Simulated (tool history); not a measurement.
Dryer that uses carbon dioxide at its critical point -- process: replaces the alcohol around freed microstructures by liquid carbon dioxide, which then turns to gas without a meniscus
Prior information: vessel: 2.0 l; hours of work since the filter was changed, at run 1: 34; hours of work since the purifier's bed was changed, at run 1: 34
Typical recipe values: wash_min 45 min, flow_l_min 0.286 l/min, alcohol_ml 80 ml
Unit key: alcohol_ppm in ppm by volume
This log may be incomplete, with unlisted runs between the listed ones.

| run | day | wash_min | flow_l_min | alcohol_ml | hours of work since the filter was changed | hours of work since the purifier's bed was changed | alcohol_ppm |
|---|---|---|---|---|---|---|---|
| 1 | 0.000 | 45 | 0.286 | 80 | 34 | 34 | 129 |
| 2 | 1.271 | 45 | 0.286 | 80 | 56 | 56 | 140 |
| 3 | 3.267 | 45 | 0.286 | 80 | 90 | 90 | 155 |
| 4 | 5.750 | 45 | 0.286 | 80 | 133 | 133 | 177 |
| 5 | 7.683 | 45 | 0.286 | 80 | 167 | 167 | 208 |
| 6 | 9.400 | 45 | 0.286 | 80 | 196 | 196 | 228 |
| 7 | 10.779 | 45 | 0.286 | 80 | 220 | 220 | 237 |
| 8 | 13.079 | 38 | 0.286 | 80 | 260 | 260 | 487 |
| 9 | 14.875 | 38 | 0.286 | 69 | 291 | 291 | 461 |
| 10 | 17.283 | 45 | 0.286 | 43 | 332 | 332 | 229 |
|  | 17.688 | inlet filter changed |
| 11 | 19.512 | 45 | 0.286 | 43 | 31 | 370 | 193 |
| 12 | 20.883 | 45 | 0.263 | 30 | 55 | 394 | 215 |
| 13 | 22.742 | 45 | 0.263 | 30 | 87 | 426 | 237 |
| 14 | 24.304 | 29 | 0.181 | 27 | 114 | 453 | 1368 |
| 15 | 26.317 | 45 | 0.286 | 22 | 149 | 488 | 226 |
| 16 | 28.379 | 54 | 0.363 | 41 | 185 | 523 | 217 |
| 17 | 30.862 | 45 | 0.286 | 29 | 228 | 566 | 293 |
| 18 | 32.888 | 46 | 0.378 | 80 | 263 | 601 | 268 |
| 19 | 35.425 | 38 | 0.179 | 49 | 306 | 645 | 1633 |

Here are 4 independent what-if runs from the current tool condition. What would each one return?
| A | 36.946 | 36 | 0.194 | 80 | 333 | 671 | ? |
| B | 36.946 | 38 | 0.179 | 71 | 333 | 671 | ? |
| C | 36.946 | 27 | 0.329 | 68 | 333 | 671 | ? |
| D | 36.946 | 38 | 0.179 | 116 | 333 | 671 | ? |

| run | alcohol_ppm |
|---|---|
| A | 2445 |
| B | 2306 |
| C | 1203 |
| D | 3670 |
With no hidden state in the tool, these same runs would have given:
| run | alcohol_ppm |
|---|---|
| A | 1344 |
| B | 1271 |
| C | 514 |
| D | 2115 |
